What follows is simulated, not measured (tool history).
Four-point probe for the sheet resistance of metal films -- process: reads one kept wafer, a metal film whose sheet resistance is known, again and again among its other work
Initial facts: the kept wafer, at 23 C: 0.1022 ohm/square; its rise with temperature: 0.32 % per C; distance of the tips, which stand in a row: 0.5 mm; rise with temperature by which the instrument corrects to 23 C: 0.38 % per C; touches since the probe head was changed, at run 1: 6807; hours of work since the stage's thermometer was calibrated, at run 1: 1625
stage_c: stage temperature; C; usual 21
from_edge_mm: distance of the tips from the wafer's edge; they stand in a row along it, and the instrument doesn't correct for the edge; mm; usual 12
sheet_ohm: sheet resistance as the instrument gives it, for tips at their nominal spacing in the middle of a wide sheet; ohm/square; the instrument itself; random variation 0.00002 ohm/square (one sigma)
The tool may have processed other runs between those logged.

run   hour  stage_c  from_edge_mm  touches since the probe head was changed  hours of work since the stage's thermometer was calibrated  sheet_ohm
  1    0.0       21            12                                      6807                                                        1625   0.102428
  2   10.4       21            12                                      7105                                                        1632   0.102434
  3   26.1       21            12                                      7555                                                        1643   0.102457
  4   40.1       21            12                                      7953                                                        1653   0.102447
  5   53.3       21            12                                      8334                                                        1662   0.102478
  6   66.8       21            12                                      8718                                                        1671   0.102469
  7   79.0       21            12                                      9068                                                        1679   0.102417
  8   95.7       28            12                                      9548                                                        1690   0.102000
  9  109.9       25            12                                      9952                                                        1700   0.102188
 10  120.7       21            12                                     10262                                                        1707   0.102469
 11  137.5       21            12                                     10743                                                        1719   0.102448
 12  150.1       21            12                                     11103                                                        1727   0.102426
 13  160.6       21            12                                     11403                                                        1734   0.102428
 14  176.7       20            55                                     11866                                                        1745   0.102452
 15  187.5       29             5                                     12173                                                        1753   0.102399
 16  199.2       33            60                                     12510                                                        1761   0.101624
 17  213.0       21            21                                     12905                                                        1770   0.102380
 18  221.9       31            21                                     13160                                                        1776   0.101784
 19  231.0       23            12                                     13420                                                        1782   0.102355
 20  243.1       26            12                                     13766                                                        1790   0.102145
 21  254.1       28            52                                     14081                                                        1798   0.101942
 22  267.5       28            52                                     14465                                                        1807   0.101981
 23  281.9       29            12                                     14877                                                        1817   0.101946
 24  289.4       21             6                                     15092                                                        1822   0.102765
 25  298.7       24            63                                     15359                                                        1828   0.102194

Each row is a separate what-if for the run after 25, all from the same tool condition, not one after another. Results?
  A  306.9       24             6                                     15594                                                        1834          ?
  B  306.9       33            12                                     15594                                                        1834          ?
  C  306.9       21            63                                     15594                                                        1834          ?
  D  306.9       32            12                                     15594                                                        1834          ?

run  sheet_ohm
  A   0.102583
  B   0.101717
  C   0.102390
  D   0.101806
Without the tool's unlogged condition, the same runs would have read:
run  sheet_ohm
  A   0.102529
  B   0.101668
  C   0.102335
  D   0.101756
